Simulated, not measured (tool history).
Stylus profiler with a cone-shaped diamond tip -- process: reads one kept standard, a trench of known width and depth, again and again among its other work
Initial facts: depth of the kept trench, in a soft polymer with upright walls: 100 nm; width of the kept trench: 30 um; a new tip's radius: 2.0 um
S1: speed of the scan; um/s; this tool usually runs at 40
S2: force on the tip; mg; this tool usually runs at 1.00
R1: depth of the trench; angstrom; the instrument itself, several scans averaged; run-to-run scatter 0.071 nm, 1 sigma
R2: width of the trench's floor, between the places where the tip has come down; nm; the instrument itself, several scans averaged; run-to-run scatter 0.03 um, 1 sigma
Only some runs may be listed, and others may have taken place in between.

Run 1, day 0.000: usual settings. Result: R1 1003.6 angstrom, R2 28380 nm.
Run 2, day 1.396: usual settings. Result: R1 1005.0 angstrom, R2 28370 nm.
Run 3, day 3.229: usual settings but S1 36 um/s. Result: R1 1004.9 angstrom, R2 28380 nm.
Run 4, day 4.108: usual settings but S2 1.34 mg. Result: R1 1006.9 angstrom, R2 28390 nm.
Run 5, day 5.625: usual settings but S2 1.34 mg. Result: R1 1005.1 angstrom, R2 28410 nm.
Run 6, day 7.333: usual settings but S2 1.34 mg. Result: R1 1005.7 angstrom, R2 28390 nm.
Run 7, day 8.742: usual settings but S2 2.10 mg. Result: R1 1006.9 angstrom, R2 28490 nm.
Run 8, day 10.650: usual settings but S2 2.48 mg. Result: R1 1007.1 angstrom, R2 28520 nm.
Run 9, day 11.979: usual settings but S1 28 um/s. Result: R1 1004.2 angstrom, R2 28460 nm.
Run 10, day 13.704: usual settings but S1 28 um/s. Result: R1 1005.2 angstrom, R2 28480 nm.
Run 11, day 15.075: usual settings but S1 15 um/s. Result: R1 1005.2 angstrom, R2 28670 nm.
Run 12, day 16.454: usual settings but S1 15 um/s. Result: R1 1004.9 angstrom, R2 28600 nm.
Run 13, day 18.254: usual settings but S1 15 um/s. Result: R1 1004.4 angstrom, R2 28570 nm.
Run 14, day 20.404: usual settings but S1 15 um/s. Result: R1 1002.6 angstrom, R2 28590 nm.
Run 15, day 21.512: usual settings but S1 102 um/s. Result: R1 1003.9 angstrom, R2 27780 nm.
Run 16, day 23.079: usual settings. Result: R1 1004.8 angstrom, R2 28350 nm.
Run 17, day 24.300: usual settings but S1 12 um/s. Result: R1 1002.5 angstrom, R2 28640 nm.
Run 18, day 26.071: usual settings. Result: R1 1004.6 angstrom, R2 28360 nm.
Run 19, day 26.967: usual settings but S1 108 um/s, S2 1.76 mg. Result: R1 1006.2 angstrom, R2 27940 nm.

For run 20, what comes out?
Run 20, day 28.304: usual settings but S1 108 um/s, S2 1.76 mg. Result: R1 ?, R2 ?.

Run 20 yielded R1 1006.7 angstrom, R2 27920 nm.
Were there no unlogged condition in the tool, this run, its random variation unchanged, would have produced R1 1006.8 angstrom, R2 27920 nm.
